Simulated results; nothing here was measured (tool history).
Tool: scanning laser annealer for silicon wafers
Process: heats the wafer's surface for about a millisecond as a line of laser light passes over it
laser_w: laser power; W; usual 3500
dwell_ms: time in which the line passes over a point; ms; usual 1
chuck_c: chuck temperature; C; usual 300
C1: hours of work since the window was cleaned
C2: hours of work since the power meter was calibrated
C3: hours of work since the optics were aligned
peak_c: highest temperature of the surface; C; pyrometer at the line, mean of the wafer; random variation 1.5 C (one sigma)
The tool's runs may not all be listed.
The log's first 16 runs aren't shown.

run 17 hour=132.3 | laser_w=3500 dwell_ms=0.72 chuck_c=300 | C1=242 C2=290 C3=609 | peak_c=923
run 18 hour=143.1 | laser_w=3121 dwell_ms=1 chuck_c=300 | C1=248 C2=296 C3=615 | peak_c=940
run 19 hour=152.7 | laser_w=3121 dwell_ms=1 chuck_c=300 | C1=254 C2=302 C3=621 | peak_c=938
run 20 hour=163.3 | laser_w=3121 dwell_ms=1 chuck_c=300 | C1=259 C2=308 C3=627 | peak_c=940
run 21 hour=173.5 | laser_w=3121 dwell_ms=1 chuck_c=300 | C1=265 C2=313 C3=633 | peak_c=939
run 22 hour=181.6 | laser_w=3121 dwell_ms=1 chuck_c=300 | C1=270 C2=318 C3=637 | peak_c=936
run 23 hour=188.3 | laser_w=3121 dwell_ms=1 chuck_c=300 | C1=274 C2=322 C3=641 | peak_c=937
run 24 hour=196.3 | laser_w=3457 dwell_ms=0.94 chuck_c=336 | C1=278 C2=326 C3=645 | peak_c=1026
run 25 hour=205.7 | laser_w=3457 dwell_ms=0.94 chuck_c=336 | C1=283 C2=331 C3=651 | peak_c=1025
run 26 hour=215.3 | laser_w=3251 dwell_ms=0.85 chuck_c=299 | C1=289 C2=337 C3=656 | peak_c=916
run 27 hour=225.4 | laser_w=3041 dwell_ms=0.9 chuck_c=339 | C1=294 C2=342 C3=662 | peak_c=931
run 28 hour=238 | laser_w=3041 dwell_ms=0.84 chuck_c=311 | C1=301 C2=350 C3=669 | peak_c=885
run 29 hour=247 | laser_w=3647 dwell_ms=0.96 chuck_c=311 | C1=306 C2=355 C3=674 | peak_c=1043
run 30 hour=256.7 | laser_w=3050 dwell_ms=0.96 chuck_c=302 | C1=312 C2=360 C3=679 | peak_c=913
run 31 hour=265 | laser_w=3050 dwell_ms=0.96 chuck_c=302 | C1=317 C2=365 C3=684 | peak_c=912
run 32 hour=271 | laser_w=3050 dwell_ms=0.96 chuck_c=302 | C1=320 C2=368 C3=687 | peak_c=911
run 33 hour=277.6 | laser_w=3050 dwell_ms=1.19 chuck_c=328 | C1=324 C2=372 C3=691 | peak_c=1000
run 34 hour=288.2 | laser_w=3050 dwell_ms=1.19 chuck_c=328 | C1=330 C2=378 C3=697 | peak_c=999
run 35 hour=294.9 | laser_w=3651 dwell_ms=1.03 chuck_c=294 | C1=333 C2=381 C3=701 | peak_c=1050
run 36 hour=307.1 | laser_w=3651 dwell_ms=1.03 chuck_c=281 | C1=340 C2=388 C3=707 | peak_c=1035
run 37 hour=318.3 | laser_w=3651 dwell_ms=1.03 chuck_c=281 | C1=346 C2=395 C3=714 | peak_c=1036
run 38 hour=325.8 | laser_w=3651 dwell_ms=1.03 chuck_c=261 | C1=351 C2=399 C3=718 | peak_c=1017
run 39 hour=333.4 | laser_w=3632 dwell_ms=0.91 chuck_c=287 | C1=355 C2=403 C3=722 | peak_c=996
run 40 hour=345.8 | laser_w=3632 dwell_ms=0.91 chuck_c=287 | C1=362 C2=410 C3=729 | peak_c=995

Forecast each of these 3 alternatives for the next run:
run A hour=358.3 | laser_w=3401 dwell_ms=1.19 chuck_c=265 | C1=369 C2=417 C3=736 | peak_c=?
run B hour=358.3 | laser_w=3500 dwell_ms=0.99 chuck_c=300 | C1=369 C2=417 C3=736 | peak_c=?
run C hour=358.3 | laser_w=3632 dwell_ms=0.91 chuck_c=290 | C1=369 C2=417 C3=736 | peak_c=?

run=A peak_c=1015
run=B peak_c=1008
run=C peak_c=997
Without the tool's hidden state the same runs would have given:
run=A peak_c=1045
run=B peak_c=1036
run=C peak_c=1026
